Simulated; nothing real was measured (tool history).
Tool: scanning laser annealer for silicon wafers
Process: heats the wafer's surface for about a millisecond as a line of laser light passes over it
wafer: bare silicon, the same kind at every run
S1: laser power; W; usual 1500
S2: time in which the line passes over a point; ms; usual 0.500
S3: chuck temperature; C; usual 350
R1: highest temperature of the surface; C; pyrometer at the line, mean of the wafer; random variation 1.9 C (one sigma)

run	hour	S1	S2	S3	R1
1	0.0	1500	0.500	350	1175
2	13.9	1500	0.500	350	1174
3	26.4	1500	0.500	350	1175
4	49.2	1500	0.500	350	1174
5	73.3	1500	0.500	350	1174
6	100.9	1500	0.500	350	1175
7	123.0	1500	0.500	350	1173
8	138.0	1500	0.500	350	1172
9	165.2	1500	0.509	350	1177
10	182.5	1521	0.594	318	1221
11	203.4	1521	0.594	335	1238
12	231.9	1500	0.620	333	1240
13	261.1	1431	0.405	333	1050
14	285.9	1277	0.419	344	996
15	305.7	1543	0.419	389	1172
16	318.1	1500	0.466	346	1146

Forecast each of these 5 alternatives for the next run:
A	338.7	1474	0.515	348	?
B	338.7	1326	0.424	370	?
C	338.7	1418	0.550	343	?
D	338.7	1647	0.570	320	?
E	338.7	1369	0.481	386	?

run	R1
A	1170
B	1050
C	1157
D	1279
E	1128
Without the tool's hidden state the same runs would have given:
run	R1
A	1172
B	1051
C	1158
D	1280
E	1129
